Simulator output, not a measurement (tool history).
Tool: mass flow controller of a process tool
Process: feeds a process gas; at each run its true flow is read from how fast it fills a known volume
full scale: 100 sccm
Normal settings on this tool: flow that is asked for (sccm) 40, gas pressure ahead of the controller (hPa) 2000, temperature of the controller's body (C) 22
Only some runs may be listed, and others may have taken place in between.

run	hour	flow that is asked for (sccm)	gas pressure ahead of the controller (hPa)	temperature of the controller's body (C)	true flow (%)
1	0	40	2000	22	98.7
2	108.7	40	2000	27	98.48
3	199.6	40	2000	27	98.56
4	255.5	40	2000	27	98.6
5	349.6	40	2000	27	98.45
6	431.2	40	2000	27	98.36
7	503.6	40	2000	27	98.67
8	575.3	40	2000	27	98.56
9	634	40	2000	27	98.47
10	741.6	40	2000	27	98.5
11	811.9	40	2000	27	98.39
12	901.5	40	1470	22	98.53
13	1008.9	40	1470	22	98.67
14	1120	40	2000	22	98.63
15	1203.9	40	2000	22	98.62
16	1271.9	40	2000	29	98.39
17	1356.4	40	2000	29	98.37
18	1402.8	40	2000	29	98.5
19	1476.8	40	2000	29	98.37
20	1565.7	40	2000	29	98.44
21	1649.4	40	2000	22	98.65
22	1749.7	13	2000	22	98.06
23	1858.4	40	2000	22	98.51
24	1967.9	40	2000	22	98.56
25	2016	85	2000	22	99.75
26	2100	77	1550	22	99.54
27	2182.3	18	2350	27	98.1
28	2265.4	18	1530	24	97.94
29	2339.2	18	1530	24	97.94
30	2409.3	18	1530	32	97.76
31	2506.1	24	1570	21	98.25
32	2606	24	1570	21	98.25
33	2701.3	48	1790	39	98.14
34	2774.5	40	2460	33	98.26
35	2838.8	40	2460	37	98.24
36	2945.1	40	2460	37	98.13
37	3013.2	40	2460	37	98.17
38	3090.8	95	2210	22	100.06
39	3153.5	40	2000	23	98.51
40	3253.6	40	2550	23	98.8
41	3364	14	1760	21	98.07
42	3426.4	75	1400	22	99.42
43	3484	75	1400	22	99.32
44	3595.2	75	1400	22	99.35
45	3640.3	49	1400	22	98.87
46	3742.4	49	1400	22	98.65
47	3852.1	17	2280	22	98.05
48	3932.4	56	1530	33	98.59

Predict each of these 5 candidate next runs independently; none follows another, all start after run 48:
A	3994.8	13	1450	24	?
B	3994.8	30	2690	33	?
C	3994.8	40	1470	22	?
D	3994.8	56	1910	33	?
E	3994.8	56	1930	21	?

run	true flow (%)
A	97.95
B	98.07
C	98.63
D	98.69
E	99.04
Had the tool no hidden state, the same runs would have come out as:
run	true flow (%)
A	97.96
B	98.07
C	98.63
D	98.69
E	99.04
